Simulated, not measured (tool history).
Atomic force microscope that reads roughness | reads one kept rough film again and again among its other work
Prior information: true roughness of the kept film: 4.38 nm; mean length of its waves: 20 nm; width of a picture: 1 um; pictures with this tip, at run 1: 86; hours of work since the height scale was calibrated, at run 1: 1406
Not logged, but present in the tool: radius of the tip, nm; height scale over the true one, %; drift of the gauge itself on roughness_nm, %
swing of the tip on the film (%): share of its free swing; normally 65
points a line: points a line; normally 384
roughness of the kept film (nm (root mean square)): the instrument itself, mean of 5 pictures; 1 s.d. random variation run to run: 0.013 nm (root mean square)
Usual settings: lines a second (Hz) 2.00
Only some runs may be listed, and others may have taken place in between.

run    hour  lines a second (Hz)  swing of the tip on the film (%)  points a line  pictures with this tip  hours of work since the height scale was calibrated  roughness of the kept film (nm (root mean square))
  1     0.0                 2.00                                65            384                      86                                                 1406                                               1.749
        4.5  -- new tip fitted
  2    36.2                 2.00                                65            384                      72                                                 1430                                               1.952
       47.4  -- new tip fitted
  3    70.6                 2.00                                65            384                      52                                                 1454                                               2.115
       91.6  -- new tip fitted
  4   108.3                 2.00                                82            384                      38                                                 1479                                               1.983
      132.5  -- new tip fitted
  5   145.2                 2.00                                65            384                      29                                                 1505                                               2.425
      176.2  -- new tip fitted
  6   195.0                 2.00                                65            384                      42                                                 1539                                               2.310
      217.7  -- new tip fitted
  7   229.9                 2.00                                65            384                      28                                                 1563                                               2.460
      260.0  -- new tip fitted
  8   279.2                 2.00                                65            384                      43                                                 1597                                               2.305
      300.8  -- new tip fitted
  9   327.2                 2.00                                65            384                      60                                                 1629                                               2.034
      344.6  -- new tip fitted
 10   371.4                 2.00                                65           1009                      60                                                 1660                                               2.091
      385.6  -- new tip fitted
      390.9  -- height scale calibrated on a step standard
 11   393.3                 2.00                                65           1009                      15                                                    2                                               2.672
 12   421.0                 2.00                                65           1009                      78                                                   21                                               1.854
      429.0  -- new tip fitted
      470.7  -- new tip fitted
 13   470.7                 2.00                                65           1009                       0                                                   55                                               3.046
 14   507.8                 2.00                                65           1009                      84                                                   80                                               1.793
      512.6  -- new tip fitted
      553.4  -- new tip fitted
 15   558.8                 2.00                                65           1009                      13                                                  115                                               2.791
      595.8  -- new tip fitted
 16   599.5                 2.00                                65            344                       8                                                  143                                               2.783
 17   619.8                 2.00                                65            384                      54                                                  157                                               2.098
      636.3  -- new tip fitted
 18   642.6                 2.00                                65            384                      14                                                  172                                               2.722
      677.5  -- new tip fitted
 19   683.2                 2.00                                65            384                      13                                                  200                                               2.690
 20   709.0                 2.00                                65            384                      71                                                  218                                               1.920
      719.6  -- new tip fitted
 21   736.5                 1.08                                65            384                      38                                                  237                                               2.389
      763.2  -- new tip fitted
 22   775.0                 1.08                                65            384                      27                                                  263                                               2.632
      808.0  -- new tip fitted
 23   819.0                 2.00                                65            384                      24                                                  293                                               2.533
      848.4  -- new tip fitted
 24   859.3                 2.00                                65            384                      24                                                  321                                               2.554
      890.2  -- new tip fitted
 25   892.1                 0.53                                65            384                       4                                                  343                                               3.144
      930.8  -- new tip fitted
 26   939.3                 2.00                                88            325                      19                                                  375                                               2.132
      971.1  -- new tip fitted
 27   978.5                 2.63                                59            769                      16                                                  402                                               2.634
     1012.3  -- new tip fitted
 28  1012.3                 2.12                                88            384                       0                                                  425                                               2.409
 29  1039.3                 2.00                                89            959                      61                                                  444                                               1.646
     1054.2  -- new tip fitted
 30  1072.9                 2.00                                89            396                      42                                                  467                                               1.817
     1097.5  -- new tip fitted
 31  1111.1                 1.57                                61            363                      31                                                  493                                               2.533
     1138.9  -- new tip fitted
 32  1142.5                 1.57                                61            363                       8                                                  514                                               2.872
 33  1170.8                 1.57                                61            363                      71                                                  534                                               1.957
     1181.2  -- new tip fitted
 34  1201.2                 2.53                                62            384                      45                                                  555                                               2.264
     1222.6  -- new tip fitted
 35  1246.0                 1.64                                56            440                      53                                                  585                                               2.225
     1264.4  -- new tip fitted
 36  1268.8                 1.64                                68            440                      10                                                  601                                               2.794
     1304.9  -- new tip fitted
 37  1308.3                 0.78                                68            866                       8                                                  628                                               3.019
 38  1334.5                 2.20                                73            815                      67                                                  646                                               1.846
     1346.7  -- new tip fitted
 39  1357.6                 2.20                                73            815                      25                                                  662                                               2.383
     1387.4  -- new tip fitted
 40  1387.4                 2.20                                67            278                       0                                                  682                                               2.894
 41  1418.8                 1.37                                70            384                      71                                                  704                                               1.920
     1428.7  -- new tip fitted
 42  1444.6                 0.72                                88            882                      36                                                  721                                               2.298
     1469.1  -- new tip fitted
 43  1479.5                 0.72                                88            882                      23                                                  745                                               2.551
     1510.0  -- new tip fitted
 44  1521.3                 0.85                                75            384                      25                                                  774                                               2.608
     1551.8  -- new tip fitted
 45  1557.9                 0.87                                86            532                      14                                                  799                                               2.670
     1595.8  -- new tip fitted
 46  1603.9                 2.00                                78            384                      18                                                  830                                               2.419
     1639.9  -- new tip fitted
 47  1651.7                 2.00                                90            384                      27                                                  863                                               1.978
 48  1677.8                 1.79                                68            271                      86                                                  881                                               1.710
     1681.2  -- new tip fitted
 49  1713.7                 1.79                                68            271                      73                                                  906                                               1.865

Describe how what the log doesn't record of the tool's condition differs between the last listed run preceding each entry between runs and the first listed run following it.
From run 1 to run 2: new tip fitted (hour 4.5)
  radius of the tip, nm: 29.5 -> 24.4; height scale over the true one, %: 2.14 -> 2.18
  measured result minus the result with no hidden state, roughness of the kept film (nm (root mean square)): -1.241 -> -1.063
From run 2 to run 3: new tip fitted (hour 47.4)
  radius of the tip, nm: 24.4 -> 20.8; height scale over the true one, %: 2.18 -> 2.21
  measured result minus the result with no hidden state, roughness of the kept film (nm (root mean square)): -1.063 -> -0.898
From run 3 to run 4: new tip fitted (hour 91.6)
  radius of the tip, nm: 20.8 -> 18.1; height scale over the true one, %: 2.21 -> 2.25
  measured result minus the result with no hidden state, roughness of the kept film (nm (root mean square)): -0.898 -> -0.668
From run 4 to run 5: new tip fitted (hour 132.5)
  radius of the tip, nm: 18.1 -> 14.7; height scale over the true one, %: 2.25 -> 2.29
  measured result minus the result with no hidden state, roughness of the kept film (nm (root mean square)): -0.668 -> -0.556
From run 5 to run 6: new tip fitted (hour 176.2)
  radius of the tip, nm: 14.7 -> 17; height scale over the true one, %: 2.29 -> 2.34
  measured result minus the result with no hidden state, roughness of the kept film (nm (root mean square)): -0.556 -> -0.697
From run 6 to run 7: new tip fitted (hour 217.7)
  radius of the tip, nm: 17 -> 14.6; height scale over the true one, %: 2.34 -> 2.37
  measured result minus the result with no hidden state, roughness of the kept film (nm (root mean square)): -0.697 -> -0.553
From run 7 to run 8: new tip fitted (hour 260.0)
  radius of the tip, nm: 14.6 -> 17.1; height scale over the true one, %: 2.37 -> 2.42
  measured result minus the result with no hidden state, roughness of the kept film (nm (root mean square)): -0.553 -> -0.699
From run 8 to run 9: new tip fitted (hour 300.8)
  radius of the tip, nm: 17.1 -> 22.6; height scale over the true one, %: 2.42 -> 2.47
  measured result minus the result with no hidden state, roughness of the kept film (nm (root mean square)): -0.699 -> -0.978
From run 9 to run 10: new tip fitted (hour 344.6)
  radius of the tip, nm: 22.6 -> 21.5; height scale over the true one, %: 2.47 -> 2.51
  measured result minus the result with no hidden state, roughness of the kept film (nm (root mean square)): -0.978 -> -0.930
From run 10 to run 11: new tip fitted (hour 385.6); height scale calibrated on a step standard (hour 390.9)
  radius of the tip, nm: 21.5 -> 11.5; height scale over the true one, %: 2.51 -> 0.1
  measured result minus the result with no hidden state, roughness of the kept film (nm (root mean square)): -0.930 -> -0.393
From run 12 to run 13: new tip fitted (hour 429.0); new tip fitted (hour 470.7)
  radius of the tip, nm: 26.1 -> 7.1; height scale over the true one, %: 0.13 -> 0.17
  measured result minus the result with no hidden state, roughness of the kept film (nm (root mean square)): -1.174 -> -0.008
From run 14 to run 15: new tip fitted (hour 512.6); new tip fitted (hour 553.4)
  radius of the tip, nm: 28.1 -> 10; height scale over the true one, %: 0.22 -> 0.27
  measured result minus the result with no hidden state, roughness of the kept film (nm (root mean square)): -1.249 -> -0.265
From run 15 to run 16: new tip fitted (hour 595.8)
  radius of the tip, nm: 10 -> 9.4; height scale over the true one, %: 0.27 -> 0.31
  measured result minus the result with no hidden state, roughness of the kept film (nm (root mean square)): -0.265 -> -0.216
From run 17 to run 18: new tip fitted (hour 636.3)
  radius of the tip, nm: 20.6 -> 10; height scale over the true one, %: 0.33 -> 0.35
  measured result minus the result with no hidden state, roughness of the kept film (nm (root mean square)): -0.937 -> -0.264
From run 18 to run 19: new tip fitted (hour 677.5)
  radius of the tip, nm: 10 -> 10.8; height scale over the true one, %: 0.35 -> 0.39
  measured result minus the result with no hidden state, roughness of the kept film (nm (root mean square)): -0.264 -> -0.325
From run 20 to run 21: new tip fitted (hour 719.6)
  radius of the tip, nm: 24 -> 16.4; height scale over the true one, %: 0.42 -> 0.45
  measured result minus the result with no hidden state, roughness of the kept film (nm (root mean square)): -1.070 -> -0.737
From run 21 to run 22: new tip fitted (hour 763.2)
  radius of the tip, nm: 16.4 -> 13.2; height scale over the true one, %: 0.45 -> 0.48
  measured result minus the result with no hidden state, roughness of the kept film (nm (root mean square)): -0.737 -> -0.528
From run 22 to run 23: new tip fitted (hour 808.0)
  radius of the tip, nm: 13.2 -> 12.5; height scale over the true one, %: 0.48 -> 0.53
  measured result minus the result with no hidden state, roughness of the kept film (nm (root mean square)): -0.528 -> -0.450
From run 23 to run 24: new tip fitted (hour 848.4)
  radius of the tip, nm: 12.5 -> 12.4; height scale over the true one, %: 0.53 -> 0.57
  measured result minus the result with no hidden state, roughness of the kept film (nm (root mean square)): -0.450 -> -0.441
From run 24 to run 25: new tip fitted (hour 890.2)
  radius of the tip, nm: 12.4 -> 7.9; height scale over the true one, %: 0.57 -> 0.61
  measured result minus the result with no hidden state, roughness of the kept film (nm (root mean square)): -0.441 -> -0.072
From run 25 to run 26: new tip fitted (hour 930.8)
  radius of the tip, nm: 7.9 -> 11.7; height scale over the true one, %: 0.61 -> 0.66
  measured result minus the result with no hidden state, roughness of the kept film (nm (root mean square)): -0.072 -> -0.315
From run 26 to run 27: new tip fitted (hour 971.1)
  radius of the tip, nm: 11.7 -> 12.4; height scale over the true one, %: 0.66 -> 0.7
  measured result minus the result with no hidden state, roughness of the kept film (nm (root mean square)): -0.315 -> -0.451
From run 27 to run 28: new tip fitted (hour 1012.3)
  radius of the tip, nm: 12.4 -> 7.6; height scale over the true one, %: 0.7 -> 0.74
  measured result minus the result with no hidden state, roughness of the kept film (nm (root mean square)): -0.451 -> -0.032
From run 29 to run 30: new tip fitted (hour 1054.2)
  radius of the tip, nm: 22.9 -> 17.9; height scale over the true one, %: 0.76 -> 0.8
  measured result minus the result with no hidden state, roughness of the kept film (nm (root mean square)): -0.844 -> -0.638
From run 30 to run 31: new tip fitted (hour 1097.5)
  radius of the tip, nm: 17.9 -> 14.1; height scale over the true one, %: 0.8 -> 0.84
  measured result minus the result with no hidden state, roughness of the kept film (nm (root mean square)): -0.638 -> -0.573
From run 31 to run 32: new tip fitted (hour 1138.9)
  radius of the tip, nm: 14.1 -> 9.7; height scale over the true one, %: 0.84 -> 0.87
  measured result minus the result with no hidden state, roughness of the kept film (nm (root mean square)): -0.573 -> -0.233
From run 33 to run 34: new tip fitted (hour 1181.2)
  radius of the tip, nm: 25 -> 17; height scale over the true one, %: 0.89 -> 0.93
  measured result minus the result with no hidden state, roughness of the kept film (nm (root mean square)): -1.142 -> -0.723
From run 34 to run 35: new tip fitted (hour 1222.6)
  radius of the tip, nm: 17 -> 20.6; height scale over the true one, %: 0.93 -> 0.97
  measured result minus the result with no hidden state, roughness of the kept film (nm (root mean square)): -0.723 -> -0.973
From run 35 to run 36: new tip fitted (hour 1264.4)
  radius of the tip, nm: 20.6 -> 9.7; height scale over the true one, %: 0.97 -> 0.99
  measured result minus the result with no hidden state, roughness of the kept film (nm (root mean square)): -0.973 -> -0.218
From run 36 to run 37: new tip fitted (hour 1304.9)
  radius of the tip, nm: 9.7 -> 8.9; height scale over the true one, %: 0.99 -> 1.03
  measured result minus the result with no hidden state, roughness of the kept film (nm (root mean square)): -0.218 -> -0.154
From run 38 to run 39: new tip fitted (hour 1346.7)
  radius of the tip, nm: 23.6 -> 13.1; height scale over the true one, %: 1.06 -> 1.08
  measured result minus the result with no hidden state, roughness of the kept film (nm (root mean square)): -0.989 -> -0.454
From run 39 to run 40: new tip fitted (hour 1387.4)
  radius of the tip, nm: 13.1 -> 7.3; height scale over the true one, %: 1.08 -> 1.11
  measured result minus the result with no hidden state, roughness of the kept film (nm (root mean square)): -0.454 -> +0.006
From run 41 to run 42: new tip fitted (hour 1428.7)
  radius of the tip, nm: 25.2 -> 16.6; height scale over the true one, %: 1.14 -> 1.17
  measured result minus the result with no hidden state, roughness of the kept film (nm (root mean square)): -1.123 -> -0.694
From run 42 to run 43: new tip fitted (hour 1469.1)
  radius of the tip, nm: 16.6 -> 12.1; height scale over the true one, %: 1.17 -> 1.21
  measured result minus the result with no hidden state, roughness of the kept film (nm (root mean square)): -0.694 -> -0.401
From run 43 to run 44: new tip fitted (hour 1510.0)
  radius of the tip, nm: 12.1 -> 12.8; height scale over the true one, %: 1.21 -> 1.25
  measured result minus the result with no hidden state, roughness of the kept film (nm (root mean square)): -0.401 -> -0.466
From run 44 to run 45: new tip fitted (hour 1551.8)
  radius of the tip, nm: 12.8 -> 10.3; height scale over the true one, %: 1.25 -> 1.28
  measured result minus the result with no hidden state, roughness of the kept film (nm (root mean square)): -0.466 -> -0.257
From run 45 to run 46: new tip fitted (hour 1595.8)
  radius of the tip, nm: 10.3 -> 11.5; height scale over the true one, %: 1.28 -> 1.33
  measured result minus the result with no hidden state, roughness of the kept film (nm (root mean square)): -0.257 -> -0.322
From run 46 to run 47: new tip fitted (hour 1639.9)
  radius of the tip, nm: 11.5 -> 14.4; height scale over the true one, %: 1.33 -> 1.37
  measured result minus the result with no hidden state, roughness of the kept film (nm (root mean square)): -0.322 -> -0.454
From run 48 to run 49: new tip fitted (hour 1681.2)
  radius of the tip, nm: 29.5 -> 25.2; height scale over the true one, %: 1.4 -> 1.44
  measured result minus the result with no hidden state, roughness of the kept film (nm (root mean square)): -1.239 -> -1.084

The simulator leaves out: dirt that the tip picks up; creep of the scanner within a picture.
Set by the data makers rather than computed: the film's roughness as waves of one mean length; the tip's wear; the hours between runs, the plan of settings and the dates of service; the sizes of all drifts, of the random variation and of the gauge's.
